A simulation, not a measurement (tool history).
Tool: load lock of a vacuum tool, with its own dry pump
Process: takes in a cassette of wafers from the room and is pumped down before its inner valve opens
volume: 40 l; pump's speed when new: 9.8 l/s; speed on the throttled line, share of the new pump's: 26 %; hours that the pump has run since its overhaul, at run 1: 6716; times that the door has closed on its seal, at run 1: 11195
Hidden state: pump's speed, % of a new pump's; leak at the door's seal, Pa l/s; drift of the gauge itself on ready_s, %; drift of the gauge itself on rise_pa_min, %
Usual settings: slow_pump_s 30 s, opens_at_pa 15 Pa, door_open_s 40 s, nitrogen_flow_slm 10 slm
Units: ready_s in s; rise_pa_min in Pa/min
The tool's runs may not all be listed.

run,hour,slow_pump_s,opens_at_pa,door_open_s,nitrogen_flow_slm,hours that the pump has run since its overhaul,times that the door has closed on its seal,"incoming humidity of the room's air, %",ready_s,rise_pa_min
1,0.0,30,15,40,10,6716,11195,45.8,61.1,0.102
2,99.1,30,15,40,10,6816,11327,43.0,60.8,0.099
3,272.5,30,15,40,10,6989,11559,46.6,60.4,0.107
4,454.7,30,15,40,10,7171,11803,47.0,60.8,0.113
5,562.3,30,25,40,10,7279,11947,42.0,59.8,0.112
6,737.5,30,15,40,28,7454,12182,43.8,61.3,0.098
7,925.8,30,15,40,10,7642,12434,46.1,61.8,0.123
8,1074.8,30,15,40,10,7791,12633,48.5,61.7,0.118
9,1191.8,30,15,40,10,7908,12790,40.5,61.6,0.116
10,1326.1,44,12,32,22,8043,12969,44.3,72.4,0.108
11,1477.1,44,12,32,22,8194,13171,48.2,72.2,0.116
12,1642.7,17,15,30,10,8359,13393,43.0,53.1,0.120
13,1774.1,42,21,40,25,8491,13569,40.7,68.6,0.120
14,1920.3,30,16,40,28,8637,13765,47.1,61.2,0.120
15,2049.7,27,15,40,20,8766,13938,47.3,59.3,0.125
16,2214.0,27,15,40,20,8930,14158,45.3,59.9,0.123

Hidden state or all else? Some run-to-run changes of ready_s, split into what the settings, what came in and random variation would give without the hidden state, and what is left for the hidden state (with any gauge scatter that isn't in both results):
Run 11 -> 12: slow_pump_s 44 -> 17, opens_at_pa 12 -> 15, door_open_s 32 -> 30, nitrogen_flow_slm 22 -> 10. ready_s -19.1 s: hidden state +0.8, all else -19.9.
Run 12 -> 13: slow_pump_s 17 -> 42, opens_at_pa 15 -> 21, door_open_s 30 -> 40, nitrogen_flow_slm 10 -> 25. ready_s +15.5 s: hidden state -0.9, all else +16.4.
